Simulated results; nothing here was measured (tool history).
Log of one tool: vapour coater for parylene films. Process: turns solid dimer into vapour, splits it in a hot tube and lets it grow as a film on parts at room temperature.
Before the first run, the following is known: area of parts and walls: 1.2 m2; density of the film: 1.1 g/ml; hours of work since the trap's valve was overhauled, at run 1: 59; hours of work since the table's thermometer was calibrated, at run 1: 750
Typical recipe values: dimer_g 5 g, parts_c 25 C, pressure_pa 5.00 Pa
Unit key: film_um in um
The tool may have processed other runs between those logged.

| run | hour | dimer_g | parts_c | pressure_pa | hours of work since the trap's valve was overhauled | hours of work since the table's thermometer was calibrated | film_um |
|---|---|---|---|---|---|---|---|
| 1 | 0.0 | 5 | 25 | 5.00 | 59 | 750 | 2.18 |
| 2 | 13.7 | 5 | 25 | 5.00 | 71 | 762 | 2.18 |
| 3 | 31.1 | 5 | 25 | 5.00 | 86 | 777 | 2.14 |
| 4 | 55.7 | 3 | 25 | 5.00 | 108 | 799 | 1.29 |
| 5 | 77.7 | 5 | 25 | 5.00 | 128 | 819 | 2.12 |
| 6 | 92.6 | 5 | 25 | 5.00 | 141 | 832 | 2.12 |
| 7 | 110.9 | 5 | 25 | 5.00 | 157 | 848 | 2.11 |
| 8 | 135.0 | 5 | 25 | 5.00 | 179 | 870 | 2.08 |
| 9 | 147.5 | 5 | 25 | 5.00 | 190 | 881 | 2.07 |
| 10 | 168.6 | 5 | 25 | 5.00 | 209 | 900 | 2.05 |
| 11 | 187.3 | 5 | 25 | 5.00 | 225 | 916 | 2.00 |
| 12 | 208.3 | 3 | 25 | 5.00 | 244 | 935 | 1.21 |
|  | 216.0 | trap's valve overhauled |
| 13 | 229.5 | 5 | 25 | 5.00 | 12 | 950 | 2.23 |
| 14 | 245.1 | 5 | 25 | 5.00 | 26 | 964 | 2.17 |
| 15 | 266.8 | 5 | 25 | 5.00 | 45 | 984 | 2.17 |
| 16 | 289.8 | 3 | 30 | 4.05 | 66 | 1004 | 1.11 |
| 17 | 302.5 | 6 | 18 | 9.54 | 77 | 1015 | 3.05 |
| 18 | 321.4 | 2 | 21 | 8.07 | 94 | 1032 | 0.93 |
|  | 323.8 | table's thermometer calibrated |
| 19 | 341.1 | 2 | 25 | 5.00 | 110 | 15 | 0.82 |
| 20 | 355.0 | 2 | 25 | 5.00 | 123 | 28 | 0.82 |
| 21 | 377.1 | 2 | 25 | 5.00 | 142 | 47 | 0.90 |
| 22 | 397.2 | 2 | 25 | 5.63 | 160 | 65 | 0.82 |
| 23 | 408.5 | 2 | 25 | 5.63 | 170 | 75 | 0.82 |
| 24 | 422.4 | 5 | 22 | 3.35 | 183 | 88 | 2.50 |
| 25 | 438.4 | 7 | 27 | 3.35 | 197 | 102 | 2.86 |
|  | 447.6 | table's thermometer calibrated, once more |
| 26 | 463.8 | 2 | 20 | 5.70 | 219 | 14 | 1.03 |
| 27 | 482.1 | 2 | 20 | 5.70 | 235 | 31 | 1.03 |
| 28 | 493.2 | 2 | 20 | 5.70 | 245 | 41 | 1.00 |
|  | 498.8 | trap's valve overhauled |
| 29 | 510.0 | 5 | 25 | 4.36 | 10 | 52 | 2.30 |

How the hidden state differs across the entries between the runs, from the last listed run before each to the first after it:
Logged between run 12 and run 13: trap's valve overhauled (hour 216.0)
  vapour lost through the trap's worn valve, %: 8 -> 0.4; true temperature of the parts over the reading, C: 0.53 -> 0.54
  measured value less the no-hidden-state value, film_um: -0.14 -> -0.06 um
Logged between run 18 and run 19: table's thermometer calibrated (hour 323.8)
  vapour lost through the trap's worn valve, %: 3 -> 3.5; true temperature of the parts over the reading, C: 0.59 -> 0.78
  measured value less the no-hidden-state value, film_um: -0.05 -> -0.06 um
Logged between run 25 and run 26: table's thermometer calibrated, once more (hour 447.6)
  vapour lost through the trap's worn valve, %: 6.4 -> 7.1; true temperature of the parts over the reading, C: 0.83 -> -0.02
  measured value less the no-hidden-state value, film_um: -0.29 -> -0.07 um
Logged between run 28 and run 29: trap's valve overhauled (hour 498.8)
  vapour lost through the trap's worn valve, %: 7.9 -> 0.8; true temperature of the parts over the reading, C: -0.01 -> 0
  measured value less the no-hidden-state value, film_um: -0.09 -> -0.01 um
